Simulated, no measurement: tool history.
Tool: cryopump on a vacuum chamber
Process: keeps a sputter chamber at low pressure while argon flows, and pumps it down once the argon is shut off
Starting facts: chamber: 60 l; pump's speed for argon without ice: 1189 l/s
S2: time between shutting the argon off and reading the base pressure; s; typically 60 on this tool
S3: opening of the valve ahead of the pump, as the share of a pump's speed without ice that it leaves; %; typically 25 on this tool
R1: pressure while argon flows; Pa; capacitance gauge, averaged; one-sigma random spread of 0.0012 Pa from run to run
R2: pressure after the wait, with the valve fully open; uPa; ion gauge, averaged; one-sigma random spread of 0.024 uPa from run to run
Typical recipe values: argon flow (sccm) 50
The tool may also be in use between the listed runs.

Run 1, day 0.000: usual settings. Result: R1 0.2855 Pa, R2 1.75 uPa.
Run 2, day 0.650: usual settings but argon flow (sccm) 43. Result: R1 0.2456 Pa, R2 1.81 uPa.
Run 3, day 1.312: usual settings but argon flow (sccm) 43. Result: R1 0.2454 Pa, R2 1.85 uPa.
Run 4, day 1.683: usual settings but argon flow (sccm) 43, S3 19 %. Result: R1 0.3250 Pa, R2 1.84 uPa.
Run 5, day 2.188: usual settings but argon flow (sccm) 43, S3 19 %. Result: R1 0.3236 Pa, R2 1.82 uPa.
Run 6, day 2.521: usual settings but argon flow (sccm) 43, S2 32 s, S3 19 %. Result: R1 0.3253 Pa, R2 2.41 uPa.
Run 7, day 2.946: usual settings but argon flow (sccm) 43, S2 32 s, S3 19 %. Result: R1 0.3234 Pa, R2 2.38 uPa.
Run 8, day 3.517: usual settings but argon flow (sccm) 43, S2 32 s, S3 19 %. Result: R1 0.3239 Pa, R2 2.38 uPa.
Run 9, day 4.225: usual settings but argon flow (sccm) 43, S2 32 s, S3 19 %. Result: R1 0.3225 Pa, R2 2.35 uPa.
Run 10, day 4.912: usual settings but argon flow (sccm) 40. Result: R1 0.2273 Pa, R2 1.87 uPa.
Run 11, day 5.533: usual settings but argon flow (sccm) 40, S3 21 %. Result: R1 0.2716 Pa, R2 1.84 uPa.
Run 12, day 6.225: usual settings. Result: R1 0.2865 Pa, R2 1.87 uPa.
Run 13, day 6.925: usual settings but S3 22 %. Result: R1 0.3255 Pa, R2 1.86 uPa.
Run 14, day 7.358: usual settings but S3 22 %. Result: R1 0.3240 Pa, R2 1.92 uPa.
Run 15, day 7.879: usual settings. Result: R1 0.2868 Pa, R2 1.92 uPa.
Run 16, day 8.417: usual settings but argon flow (sccm) 69. Result: R1 0.3980 Pa, R2 1.90 uPa.
Run 17, day 8.892: usual settings but argon flow (sccm) 69. Result: R1 0.3943 Pa, R2 1.92 uPa.
Run 18, day 9.554: usual settings but argon flow (sccm) 69, S2 26 s, S3 23 %. Result: R1 0.4327 Pa, R2 2.77 uPa.
Run 19, day 10.238: usual settings but argon flow (sccm) 69, S2 26 s, S3 23 %. Result: R1 0.4294 Pa, R2 2.70 uPa.
Run 20, day 10.562: usual settings but S2 24 s, S3 36 %. Result: R1 0.2000 Pa, R2 2.88 uPa.
Run 21, day 11.229: usual settings but S2 24 s, S3 36 %. Result: R1 0.2011 Pa, R2 2.93 uPa.
Run 22, day 11.546: usual settings but argon flow (sccm) 62, S2 68 s, S3 36 %. Result: R1 0.2495 Pa, R2 1.88 uPa.
Run 23, day 12.133: usual settings but argon flow (sccm) 62, S2 208 s, S3 28 %. Result: R1 0.3181 Pa, R2 1.50 uPa.
Run 24, day 12.733: usual settings but S2 36 s, S3 31 %. Result: R1 0.2321 Pa, R2 2.39 uPa.
Run 25, day 13.462: usual settings but argon flow (sccm) 32. Result: R1 0.1820 Pa, R2 1.92 uPa.
Run 26, day 14.025: usual settings but argon flow (sccm) 29, S2 69 s, S3 36 %. Result: R1 0.1172 Pa, R2 1.89 uPa.
Run 27, day 14.350: usual settings but argon flow (sccm) 29, S2 69 s, S3 36 %. Result: R1 0.1169 Pa, R2 1.90 uPa.
Run 28, day 14.788: usual settings but argon flow (sccm) 54, S2 69 s, S3 16 %. Result: R1 0.4797 Pa, R2 1.89 uPa.
Run 29, day 15.325: usual settings but argon flow (sccm) 46, S2 71 s, S3 16 %. Result: R1 0.4132 Pa, R2 1.88 uPa.
Run 30, day 16.054: usual settings but argon flow (sccm) 47, S3 38 %. Result: R1 0.1811 Pa, R2 1.98 uPa.
Run 31, day 16.779: usual settings but argon flow (sccm) 47, S3 38 %. Result: R1 0.1795 Pa, R2 1.98 uPa.
Run 32, day 17.100: usual settings but argon flow (sccm) 47, S3 38 %. Result: R1 0.1798 Pa, R2 1.99 uPa.
Run 33, day 17.617: usual settings but argon flow (sccm) 25, S2 213 s. Result: R1 0.1449 Pa, R2 1.59 uPa.

What does the tool deliver on the next run?
Run 34, day 18.033: usual settings but argon flow (sccm) 97, S2 69 s, S3 51 %. Result: R1 ?, R2 ?.

{"run 34": {"R1": 0.2793, "R2": 1.91}}
Were there no unlogged condition in the tool, this run, its random variation unchanged, would have produced R1 0.2714 Pa, R2 0.78 uPa.
